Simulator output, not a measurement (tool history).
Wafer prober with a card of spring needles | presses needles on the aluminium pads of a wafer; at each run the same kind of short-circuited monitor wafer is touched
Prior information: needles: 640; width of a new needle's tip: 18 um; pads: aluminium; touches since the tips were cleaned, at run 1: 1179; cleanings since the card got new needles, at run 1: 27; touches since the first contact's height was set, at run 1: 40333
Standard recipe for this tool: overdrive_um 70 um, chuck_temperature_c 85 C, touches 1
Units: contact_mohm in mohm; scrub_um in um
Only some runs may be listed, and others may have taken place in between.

run	hour	overdrive_um	chuck_temperature_c	touches	touches since the tips were cleaned	cleanings since the card got new needles	touches since the first contact's height was set	contact_mohm	scrub_um
1	0	70	85	1	1179	27	40333	123	10.45
2	16.6	70	85	1	7890	27	47044	124	10.46
# hour 19.2: tips cleaned on abrasive film
3	33.1	70	85	1	5659	28	53715	125	10.49
# hour 42.2: tips cleaned on abrasive film
4	48.5	70	85	2	2558	29	59887	122	10.48
5	57.1	70	85	2	6033	29	63362	122	10.57
# hour 64.6: tips cleaned on abrasive film
6	67.3	70	85	2	1085	30	67465	125	10.59
7	85.8	70	85	2	8587	30	74967	120	10.58
# hour 87.6: tips cleaned on abrasive film
8	101.8	70	85	1	5770	31	81426	122	10.68
# hour 109.5: tips cleaned on abrasive film
9	118.8	70	85	1	3767	32	88255	123	10.75
# hour 131.8: tips cleaned on abrasive film
10	135	70	85	1	1296	33	94765	123	10.77
# hour 153.7: tips cleaned on abrasive film
11	153.7	65	85	1	0	34	102310	125	9.99
12	171.3	70	85	1	7147	34	109457	123	10.77
# hour 175.5: tips cleaned on abrasive film
13	179.2	70	85	1	1492	35	112598	126	10.8
14	196.2	70	85	1	8386	35	119492	126	10.79
# hour 197.9: gauge calibrated
# hour 198: tips cleaned on abrasive film
15	207.1	70	85	1	3693	36	123865	123	10.58
16	216.1	70	66	1	7346	36	127518	122	10.61
# hour 220.4: tips cleaned on abrasive film
17	228.3	87	66	3	3196	37	132409	120	13.08
18	239.8	58	26	2	7869	37	137082	117	8.64
# hour 242.6: tips cleaned on abrasive film
19	250.4	58	26	2	3181	38	141336	117	8.72
20	261.1	58	26	2	7517	38	145672	116	8.8
# hour 265.7: tips cleaned on abrasive film
21	276.1	58	26	2	4211	39	151674	116	8.8
22	284.5	58	26	2	7631	39	155094	118	8.78
# hour 287.3: tips cleaned on abrasive film
23	296.1	52	65	2	3549	40	159735	123	7.94
# hour 309.4: tips cleaned on abrasive film
24	314.2	52	65	2	1934	41	167044	123	7.89
# hour 331.5: tips cleaned on abrasive film
25	332.2	64	65	2	289	42	174285	125	9.74
26	340.3	64	65	2	3583	42	177579	122	9.82
# hour 353.1: tips cleaned on abrasive film
27	356.3	63	50	1	1298	43	184019	118	9.66
28	367.3	70	85	1	5746	43	188467	124	10.76
# hour 375.6: tips cleaned on abrasive film
29	380.3	72	101	2	1890	44	193693	127	11.05
# hour 397.4: tips cleaned on abrasive film
30	399.2	80	73	1	736	45	201321	120	12.36
31	412.2	52	121	1	5975	45	206560	132	8.12
# hour 420: tips cleaned on abrasive film
32	420	70	76	3	0	46	209691	123	10.8

Had the tool no unlogged condition, and each run kept its random variation, what would the results have been?
What the log doesn't record here: debris on the tips, nm; way that the needles fall short of the set height, um; tips' diameter, um; drift of the gauge itself on contact_mohm, %; drift of the gauge itself on scrub_um, %.
run	scrub_um
1	10.45
2	10.44
3	10.44
4	10.41
5	10.48
6	10.5
7	10.46
8	10.53
9	10.57
10	10.58
11	9.78
12	10.52
13	10.54
14	10.51
15	10.57
16	10.59
17	13.02
18	8.59
19	8.66
20	8.72
21	8.71
22	8.68
23	7.84
24	7.76
25	9.57
26	9.64
27	9.46
28	10.51
29	10.78
30	12.03
31	7.89
32	10.47
contact_mohm: within 1 mohm of the measured result in every run.

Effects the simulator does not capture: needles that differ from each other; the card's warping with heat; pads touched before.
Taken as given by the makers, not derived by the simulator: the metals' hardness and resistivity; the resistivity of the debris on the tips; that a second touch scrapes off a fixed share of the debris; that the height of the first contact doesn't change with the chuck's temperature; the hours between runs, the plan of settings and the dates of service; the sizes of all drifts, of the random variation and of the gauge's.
